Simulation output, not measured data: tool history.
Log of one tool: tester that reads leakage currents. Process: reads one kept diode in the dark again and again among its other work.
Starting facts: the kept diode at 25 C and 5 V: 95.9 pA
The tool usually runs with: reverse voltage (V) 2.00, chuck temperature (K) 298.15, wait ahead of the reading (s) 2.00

| run | day | reverse voltage (V) | chuck temperature (K) | wait ahead of the reading (s) | current that the tester gives (pA) |
|---|---|---|---|---|---|
| 1 | 0.000 | 2.00 | 298.15 | 2.00 | 68.65 |
|  | 1.804 | chuck's temperature calibrated |
| 2 | 7.200 | 2.00 | 298.15 | 2.00 | 60.47 |
| 3 | 17.612 | 2.00 | 298.15 | 2.00 | 63.93 |
| 4 | 27.433 | 2.00 | 298.15 | 5.89 | 66.16 |
| 5 | 33.571 | 2.00 | 298.15 | 1.48 | 68.17 |
|  | 36.454 | chuck's temperature calibrated |
| 6 | 44.029 | 3.63 | 298.15 | 2.00 | 88.80 |
| 7 | 50.992 | 3.63 | 298.15 | 2.00 | 91.77 |
| 8 | 56.629 | 3.63 | 330.15 | 2.00 | 835.95 |
|  | 60.167 | probe card cleaned and baked |
| 9 | 61.929 | 3.63 | 330.15 | 2.00 | 844.37 |
| 10 | 68.158 | 3.63 | 330.15 | 2.00 | 860.32 |
|  | 70.912 | chuck's temperature calibrated |
| 11 | 74.879 | 3.63 | 330.15 | 2.00 | 777.23 |
| 12 | 80.617 | 2.00 | 298.15 | 2.00 | 59.41 |
| 13 | 87.446 | 2.00 | 298.15 | 2.00 | 61.10 |
| 14 | 98.700 | 2.00 | 298.15 | 2.00 | 64.62 |
|  | 105.317 | chuck's temperature calibrated |
| 15 | 108.742 | 2.00 | 298.15 | 2.12 | 57.30 |
|  | 113.562 | tester calibrated |
| 16 | 114.146 | 2.00 | 298.15 | 2.12 | 59.60 |
| 17 | 119.854 | 2.00 | 298.15 | 2.12 | 60.42 |
| 18 | 127.379 | 2.00 | 298.15 | 2.12 | 63.19 |
| 19 | 134.150 | 2.00 | 298.15 | 2.12 | 65.29 |
|  | 139.771 | chuck's temperature calibrated |
| 20 | 141.625 | 2.00 | 307.15 | 0.37 | 115.90 |
| 21 | 147.117 | 2.00 | 307.15 | 0.37 | 119.24 |
| 22 | 157.550 | 3.05 | 310.15 | 0.72 | 198.83 |
| 23 | 163.262 | 18.38 | 313.15 | 1.08 | 731.79 |
| 24 | 169.896 | 2.81 | 304.15 | 3.85 | 129.09 |
|  | 174.217 | chuck's temperature calibrated |
| 25 | 179.571 | 4.27 | 295.15 | 0.53 | 78.52 |
| 26 | 184.762 | 4.27 | 320.15 | 8.73 | 457.66 |
| 27 | 194.158 | 11.45 | 318.15 | 4.04 | 751.33 |
| 28 | 202.392 | 11.45 | 318.15 | 4.04 | 773.53 |
|  | 208.517 | chuck's temperature calibrated |
| 29 | 208.517 | 11.45 | 318.15 | 4.04 | 698.57 |
| 30 | 219.625 | 4.08 | 304.15 | 4.04 | 148.91 |
| 31 | 230.329 | 4.08 | 304.15 | 4.04 | 156.02 |
| 32 | 236.196 | 1.35 | 298.15 | 2.54 | 53.24 |
|  | 238.192 | probe card cleaned and baked |
|  | 242.838 | chuck's temperature calibrated |
| 33 | 245.221 | 10.78 | 300.15 | 8.38 | 178.13 |
| 34 | 252.454 | 17.76 | 312.15 | 9.62 | 603.07 |
| 35 | 261.625 | 1.59 | 305.15 | 4.88 | 91.16 |
| 36 | 266.988 | 2.00 | 298.15 | 5.74 | 62.74 |
| 37 | 274.333 | 3.10 | 298.15 | 3.70 | 84.45 |
|  | 277.367 | chuck's temperature calibrated |
| 38 | 281.492 | 3.10 | 322.15 | 3.70 | 421.80 |

Below are 4 alternative next runs, each starting from the tool's condition after run 38. Predict each:
| A | 286.488 | 13.88 | 306.15 | 3.49 | ? |
| B | 286.488 | 1.36 | 303.15 | 0.47 | ? |
| C | 286.488 | 15.71 | 313.15 | 2.51 | ? |
| D | 286.488 | 14.44 | 298.15 | 2.00 | ? |

| run | current that the tester gives (pA) |
|---|---|
| A | 342.59 |
| B | 69.44 |
| C | 605.69 |
| D | 195.47 |
Without the tool's hidden state the same runs would have given:
| run | current that the tester gives (pA) |
|---|---|
| A | 325.66 |
| B | 66.76 |
| C | 581.31 |
| D | 182.11 |
